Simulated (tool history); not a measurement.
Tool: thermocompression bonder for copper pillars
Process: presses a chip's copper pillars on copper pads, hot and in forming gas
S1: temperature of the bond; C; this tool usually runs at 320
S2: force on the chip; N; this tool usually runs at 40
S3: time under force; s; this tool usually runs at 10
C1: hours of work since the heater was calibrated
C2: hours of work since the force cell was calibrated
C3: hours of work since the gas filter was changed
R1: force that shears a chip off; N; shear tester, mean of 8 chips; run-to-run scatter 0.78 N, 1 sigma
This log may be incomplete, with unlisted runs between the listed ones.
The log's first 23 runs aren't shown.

| run | hour | S1 | S2 | S3 | C1 | C2 | C3 | R1 |
|---|---|---|---|---|---|---|---|---|
| 24 | 152.8 | 320 | 40 | 15 | 651 | 306 | 217 | 69.3 |
| 25 | 159.6 | 320 | 40 | 15 | 656 | 311 | 222 | 67.6 |
|  | 167.5 | heater calibrated with a thermocouple chip |
| 26 | 169.7 | 306 | 24 | 9 | 2 | 317 | 228 | 35.2 |
| 27 | 179.1 | 320 | 40 | 17 | 8 | 324 | 235 | 72.3 |
| 28 | 186.7 | 342 | 48 | 10 | 14 | 329 | 240 | 79.3 |
| 29 | 193.8 | 326 | 48 | 18 | 19 | 335 | 246 | 82 |
| 30 | 201.6 | 326 | 48 | 18 | 25 | 340 | 251 | 83.5 |
| 31 | 208.2 | 326 | 48 | 18 | 30 | 345 | 256 | 83.4 |
| 32 | 216.2 | 326 | 48 | 18 | 36 | 351 | 262 | 82.7 |
| 33 | 223.8 | 326 | 44 | 6 | 41 | 357 | 268 | 58.4 |
| 34 | 231.1 | 294 | 53 | 15 | 47 | 362 | 273 | 66.6 |
| 35 | 239.4 | 294 | 53 | 15 | 53 | 368 | 279 | 65.9 |
| 36 | 244.1 | 320 | 59 | 10 | 56 | 371 | 282 | 78.8 |
| 37 | 250.1 | 320 | 28 | 10 | 61 | 376 | 287 | 47.4 |
| 38 | 254.7 | 320 | 28 | 10 | 64 | 379 | 290 | 48.1 |
| 39 | 261.6 | 297 | 36 | 8 | 69 | 384 | 295 | 41.9 |
| 40 | 270.6 | 321 | 36 | 11 | 76 | 391 | 302 | 59.2 |

Alternative continuations, all from the tool just after run 40; predict every row:
| A | 278.8 | 341 | 60 | 8 | 82 | 397 | 308 | ? |
| B | 278.8 | 346 | 36 | 11 | 82 | 397 | 308 | ? |
| C | 278.8 | 293 | 26 | 10 | 82 | 397 | 308 | ? |

| run | R1 |
|---|---|
| A | 83.2 |
| B | 70.9 |
| C | 34.2 |
Without the tool's unlogged condition, the same runs would have read:
| run | R1 |
|---|---|
| A | 83.6 |
| B | 71.2 |
| C | 34.4 |

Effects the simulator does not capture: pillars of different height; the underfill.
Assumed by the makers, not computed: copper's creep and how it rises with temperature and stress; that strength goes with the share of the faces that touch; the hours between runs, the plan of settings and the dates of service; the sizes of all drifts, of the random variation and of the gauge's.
